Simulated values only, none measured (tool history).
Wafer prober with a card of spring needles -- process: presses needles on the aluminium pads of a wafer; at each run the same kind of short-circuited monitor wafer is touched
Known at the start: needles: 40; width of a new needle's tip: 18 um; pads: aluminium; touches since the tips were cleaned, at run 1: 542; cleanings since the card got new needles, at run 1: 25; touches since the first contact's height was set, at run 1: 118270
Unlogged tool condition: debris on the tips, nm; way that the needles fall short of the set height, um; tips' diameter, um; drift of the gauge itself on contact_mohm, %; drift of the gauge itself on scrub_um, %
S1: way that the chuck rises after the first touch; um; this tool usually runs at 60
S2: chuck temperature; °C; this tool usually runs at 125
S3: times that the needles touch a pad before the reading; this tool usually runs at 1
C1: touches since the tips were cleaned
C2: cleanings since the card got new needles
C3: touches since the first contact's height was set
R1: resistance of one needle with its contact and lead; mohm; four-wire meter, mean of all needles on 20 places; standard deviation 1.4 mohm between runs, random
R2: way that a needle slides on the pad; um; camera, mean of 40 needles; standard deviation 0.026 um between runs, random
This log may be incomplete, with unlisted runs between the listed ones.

run   hour  S1   S2  S3    C1  C2      C3   R1     R2
  1    0.0  60  125   1   542  25  118270  135   9.71
       7.3  -- tips cleaned on abrasive film
  2    8.4  60  125   1   579  26  122869  138   9.70
      16.3  -- tips cleaned on abrasive film
  3   19.3  60  125   1  1645  27  128890  152   9.62
      24.3  -- tips cleaned on abrasive film
      33.3  -- tips cleaned on abrasive film
  4   33.3  60  125   1     0  29  136619  122   9.67
      41.1  -- tips cleaned on abrasive film
      45.6  -- height of the first contact set anew
  5   47.4  42  125   1  3350  30     973  220   7.04
      49.1  -- tips cleaned on abrasive film
  6   55.8  42  125   1  3723  31    5615  227   7.03
      57.0  -- tips cleaned on abrasive film
  7   63.9  60  125   1  3872  32   10065  174   9.93
      65.8  -- tips cleaned on abrasive film
      73.9  -- tips cleaned on abrasive film
      81.6  -- tips cleaned on abrasive film
  8   81.6  60  118   1     0  35   19787  119   9.86
      89.5  -- tips cleaned on abrasive film
      97.3  -- tips cleaned on abrasive film
  9   98.6  60  118   1   735  37   29126  142   9.85
     105.2  -- tips cleaned on abrasive film
 10  109.1  60  118   1  2174  38   34946  158   9.87
     113.1  -- tips cleaned on abrasive film
 11  117.7  60  125   1  2561  39   39647  167   9.87
     121.6  -- tips cleaned on abrasive film
     130.1  -- tips cleaned on abrasive film
 12  135.9  61  125   1  3256  41   49718  166  10.01
     138.7  -- tips cleaned on abrasive film
     146.9  -- tips cleaned on abrasive film
 13  149.5  61  125   1  1417  43   57146  149  10.01
     155.5  -- tips cleaned on abrasive film
     163.8  -- tips cleaned on abrasive film
 14  165.3  61  125   1   815  45   65836  135   9.96
     172.2  -- tips cleaned on abrasive film
     180.0  -- tips cleaned on abrasive film
 15  182.3  60  125   1  1282  47   75200  145   9.78
     188.0  -- tips cleaned on abrasive film
     196.4  -- tips cleaned on abrasive film
 16  196.4  60  125   1     9  49   82992  122   9.77

The next listed run, before its measurement:
     205.2  -- tips cleaned on abrasive film
 17  211.0  60  125   1  3235  50  91040   ?   ?

R1: 174 mohm
R2: 9.73 um
If the tool had no hidden condition, the same run with the same run-to-run variation would have returned R1 115 mohm, R2 9.97 um.
